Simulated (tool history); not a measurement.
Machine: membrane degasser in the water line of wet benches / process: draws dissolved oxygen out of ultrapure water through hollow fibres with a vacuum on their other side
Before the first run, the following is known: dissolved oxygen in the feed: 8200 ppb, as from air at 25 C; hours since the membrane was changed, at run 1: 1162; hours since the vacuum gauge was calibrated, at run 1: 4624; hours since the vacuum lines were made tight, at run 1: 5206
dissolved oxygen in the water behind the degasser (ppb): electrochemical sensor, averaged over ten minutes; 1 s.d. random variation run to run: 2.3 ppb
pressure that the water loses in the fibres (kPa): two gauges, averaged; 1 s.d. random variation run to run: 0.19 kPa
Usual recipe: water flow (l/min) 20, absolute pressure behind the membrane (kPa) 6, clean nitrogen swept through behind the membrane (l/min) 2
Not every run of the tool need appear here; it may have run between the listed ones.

| run | hour | water flow (l/min) | absolute pressure behind the membrane (kPa) | clean nitrogen swept through behind the membrane (l/min) | hours since the membrane was changed | hours since the vacuum gauge was calibrated | hours since the vacuum lines were made tight | dissolved oxygen in the water behind the degasser (ppb) | pressure that the water loses in the fibres (kPa) |
|---|---|---|---|---|---|---|---|---|---|
| 1 | 0 | 20 | 6 | 2 | 1162 | 4624 | 5206 | 232.2 | 38.22 |
| 2 | 31.6 | 20 | 6 | 2 | 1194 | 4655 | 5237 | 229 | 38.64 |
| 3 | 53.8 | 13 | 6 | 2 | 1216 | 4678 | 5260 | 72.5 | 25.1 |
| 4 | 99 | 20 | 6 | 2 | 1261 | 4723 | 5305 | 232 | 38.54 |
| 5 | 139.3 | 20 | 6 | 2 | 1301 | 4763 | 5345 | 228.3 | 38.43 |
| 6 | 185.5 | 20 | 6 | 2 | 1347 | 4809 | 5391 | 232.1 | 38.48 |
| 7 | 225.8 | 20 | 6 | 2 | 1388 | 4850 | 5431 | 230 | 38.19 |
| 8 | 252 | 14 | 6 | 2.02 | 1414 | 4876 | 5458 | 87.9 | 26.8 |
| 9 | 285 | 15 | 6 | 1.84 | 1447 | 4909 | 5491 | 108.7 | 29.07 |
| 10 | 338.4 | 15 | 6 | 1.84 | 1500 | 4962 | 5544 | 108.3 | 29.35 |
| 11 | 385.3 | 15 | 4.02 | 3.75 | 1547 | 5009 | 5591 | 64.6 | 29.13 |
| 12 | 420.5 | 27 | 5.31 | 1.37 | 1582 | 5044 | 5626 | 499.6 | 52.13 |
| 13 | 462.7 | 27 | 5.31 | 1.37 | 1625 | 5086 | 5668 | 490 | 52.53 |

Selected run-to-run steps in pressure that the water loses in the fibres (kPa), each split into two signed amounts: the part the tool would show with no hidden state at all (from settings, incoming material and random variation), and the remainder, which goes to the hidden state together with any gauge scatter not common to the measured and the hidden-state-free results:
Hidden state at play: membrane still open, %; true pressure behind the membrane over the reading, kPa; air that leaks in behind the membrane, l/min; drift of the gauge itself on oxygen_ppb, %; drift of the gauge itself on loss_of_pressure_kpa, %.
Run 11 -> 12: water flow (l/min) 15 -> 27, absolute pressure behind the membrane (kPa) 4.02 -> 5.31, clean nitrogen swept through behind the membrane (l/min) 3.75 -> 1.37. pressure that the water loses in the fibres (kPa) +23: hidden state +0.26, all else +22.74.
